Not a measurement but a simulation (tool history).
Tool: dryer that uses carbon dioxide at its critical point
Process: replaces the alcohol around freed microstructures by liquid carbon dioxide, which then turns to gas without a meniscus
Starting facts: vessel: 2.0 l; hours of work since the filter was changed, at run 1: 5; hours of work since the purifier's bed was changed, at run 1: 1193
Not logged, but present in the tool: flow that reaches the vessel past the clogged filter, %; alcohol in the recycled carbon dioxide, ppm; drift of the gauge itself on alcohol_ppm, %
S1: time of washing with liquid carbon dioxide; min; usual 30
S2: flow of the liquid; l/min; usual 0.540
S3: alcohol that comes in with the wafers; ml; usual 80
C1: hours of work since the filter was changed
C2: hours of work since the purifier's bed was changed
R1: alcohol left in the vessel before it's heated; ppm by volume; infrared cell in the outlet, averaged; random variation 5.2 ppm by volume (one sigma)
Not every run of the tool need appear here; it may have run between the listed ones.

run 1 day=0.000 | S1=30 S2=0.540 S3=80 | C1=5 C2=1193 | R1=117
run 2 day=1.267 | S1=30 S2=0.540 S3=80 | C1=28 C2=1216 | R1=130
run 3 day=2.821 | S1=37 S2=0.540 S3=80 | C1=56 C2=1244 | R1=63
run 4 day=4.192 | S1=37 S2=0.540 S3=80 | C1=81 C2=1269 | R1=65
run 5 day=5.179 | S1=30 S2=0.540 S3=73 | C1=98 C2=1286 | R1=133
run 6 day=6.508 | S1=30 S2=0.540 S3=35 | C1=122 C2=1310 | R1=79
run 7 day=8.404 | S1=30 S2=0.540 S3=105 | C1=157 C2=1345 | R1=192
-- day=9.496 inlet filter changed
run 8 day=9.579 | S1=30 S2=0.540 S3=91 | C1=2 C2=1365 | R1=135
run 9 day=10.767 | S1=30 S2=0.398 S3=80 | C1=23 C2=1386 | R1=471
run 10 day=12.271 | S1=30 S2=0.581 S3=80 | C1=50 C2=1414 | R1=103
run 11 day=13.850 | S1=30 S2=0.540 S3=80 | C1=78 C2=1442 | R1=156
run 12 day=14.975 | S1=19 S2=0.540 S3=80 | C1=99 C2=1462 | R1=959
-- day=15.508 purifier's bed changed
run 13 day=16.817 | S1=19 S2=0.540 S3=80 | C1=130 C2=24 | R1=961
run 14 day=18.671 | S1=30 S2=0.540 S3=80 | C1=163 C2=57 | R1=132
-- day=19.454 inlet filter changed
run 15 day=19.700 | S1=30 S2=0.540 S3=80 | C1=4 C2=75 | R1=91
run 16 day=20.738 | S1=30 S2=0.540 S3=80 | C1=23 C2=94 | R1=96
run 17 day=22.104 | S1=30 S2=0.540 S3=80 | C1=48 C2=118 | R1=104
run 18 day=23.462 | S1=30 S2=0.540 S3=80 | C1=72 C2=143 | R1=104
run 19 day=25.250 | S1=30 S2=0.827 S3=30 | C1=104 C2=175 | R1=15
run 20 day=27.167 | S1=30 S2=0.827 S3=30 | C1=139 C2=209 | R1=9
run 21 day=28.604 | S1=34 S2=0.455 S3=80 | C1=165 C2=235 | R1=162
-- day=29.204 inlet filter changed
run 22 day=30.312 | S1=34 S2=0.455 S3=80 | C1=20 C2=265 | R1=123
run 23 day=31.392 | S1=30 S2=0.540 S3=71 | C1=39 C2=285 | R1=98
run 24 day=33.179 | S1=43 S2=0.588 S3=41 | C1=72 C2=317 | R1=9
run 25 day=35.054 | S1=40 S2=0.562 S3=40 | C1=105 C2=351 | R1=10
run 26 day=36.812 | S1=30 S2=0.486 S3=44 | C1=137 C2=382 | R1=126
run 27 day=38.542 | S1=30 S2=0.841 S3=38 | C1=168 C2=414 | R1=20
-- day=38.938 inlet filter changed
run 28 day=39.988 | S1=30 S2=0.841 S3=38 | C1=19 C2=439 | R1=22
run 29 day=41.183 | S1=29 S2=0.620 S3=54 | C1=40 C2=460 | R1=52
run 30 day=42.838 | S1=39 S2=0.838 S3=54 | C1=70 C2=490 | R1=16
run 31 day=44.429 | S1=39 S2=0.838 S3=54 | C1=99 C2=519 | R1=29
run 32 day=45.354 | S1=34 S2=0.478 S3=80 | C1=116 C2=536 | R1=123
run 33 day=47.250 | S1=34 S2=0.478 S3=80 | C1=150 C2=570 | R1=125
-- day=48.696 inlet filter changed
run 34 day=48.875 | S1=46 S2=0.602 S3=80 | C1=3 C2=598 | R1=23
run 35 day=50.004 | S1=46 S2=0.602 S3=80 | C1=24 C2=619 | R1=27
run 36 day=51.212 | S1=46 S2=0.602 S3=80 | C1=45 C2=640 | R1=29

What if the next run were any one of these 4? Each begins from the tool's condition after run 36:
run A day=52.158 | S1=46 S2=0.542 S3=80 | C1=62 C2=658 | R1=?
run B day=52.158 | S1=20 S2=0.688 S3=80 | C1=62 C2=658 | R1=?
run C day=52.158 | S1=21 S2=0.433 S3=80 | C1=62 C2=658 | R1=?
run D day=52.158 | S1=44 S2=0.526 S3=38 | C1=62 C2=658 | R1=?

run=A R1=29
run=B R1=256
run=C R1=1359
run=D R1=33
The same runs, with their run-to-run variation unchanged, on a tool lacking any hidden condition would have given:
run=A R1=7
run=B R1=211
run=C R1=1243
run=D R1=10
